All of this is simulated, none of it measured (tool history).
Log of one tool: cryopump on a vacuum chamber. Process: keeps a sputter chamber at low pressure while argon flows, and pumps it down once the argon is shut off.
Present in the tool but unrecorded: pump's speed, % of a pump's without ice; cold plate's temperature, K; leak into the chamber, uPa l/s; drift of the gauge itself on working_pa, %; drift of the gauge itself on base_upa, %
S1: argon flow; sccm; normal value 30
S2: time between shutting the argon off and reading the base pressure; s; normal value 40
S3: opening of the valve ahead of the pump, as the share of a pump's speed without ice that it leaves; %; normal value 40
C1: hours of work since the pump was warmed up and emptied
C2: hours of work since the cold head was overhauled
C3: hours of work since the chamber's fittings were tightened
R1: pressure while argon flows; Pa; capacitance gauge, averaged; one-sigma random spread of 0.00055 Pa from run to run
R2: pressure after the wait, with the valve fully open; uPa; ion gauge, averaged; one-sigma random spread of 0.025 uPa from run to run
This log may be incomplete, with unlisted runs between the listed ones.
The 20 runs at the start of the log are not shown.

run	hour	S1	S2	S3	C1	C2	C3	R1	R2
# hour 1604: pump warmed up, emptied and cooled again
21	1619.5	19	107	44	12	2551	2100	0.033	1.56
22	1738.4	27	91	44	107	2646	2194	0.0483	1.66
23	1833.2	36	63	60	182	2721	2270	0.0498	1.94
24	1931.6	36	63	60	261	2799	2348	0.0492	2.02
# hour 1986.8: leaking fittings of the chamber tightened, without venting
25	2002.4	36	63	60	315	2854	12	0.0488	0.72
26	2058.1	27	40	41	360	2898	57	0.054	1.11
27	2145.8	20	70	44	429	2968	126	0.0372	0.75
28	2262.1	30	40	42	522	3061	219	0.0608	1.2
29	2334	14	248	40	579	3118	276	0.0289	0.48
30	2433.5	22	248	43	658	3197	355	0.0429	0.59
31	2497.7	57	150	16	709	3248	406	0.2857	0.7
32	2570	30	27	40	767	3306	464	0.0653	1.85
33	2642	45	132	25	824	3363	521	0.1503	0.81

What if the next run were any one of these 4? Each begins from the tool's condition after run 33:
# hour 2669.1: pump warmed up, emptied and cooled again
A	2740.6	30	25	40	57	3437	596	?	?
# hour 2669.1: pump warmed up, emptied and cooled again
B	2740.6	33	207	19	57	3437	596	?	?
# hour 2669.1: pump warmed up, emptied and cooled again
C	2740.6	18	40	23	57	3437	596	?	?
# hour 2669.1: pump warmed up, emptied and cooled again
D	2740.6	27	40	40	57	3437	596	?	?

run	R1	R2
A	0.0581	1.88
B	0.1353	0.66
C	0.0606	1.32
D	0.0533	1.33
Had the tool no hidden state, the same runs would have come out as:
run	R1	R2
A	0.0565	1.54
B	0.1335	0.32
C	0.0596	0.98
D	0.0518	0.99
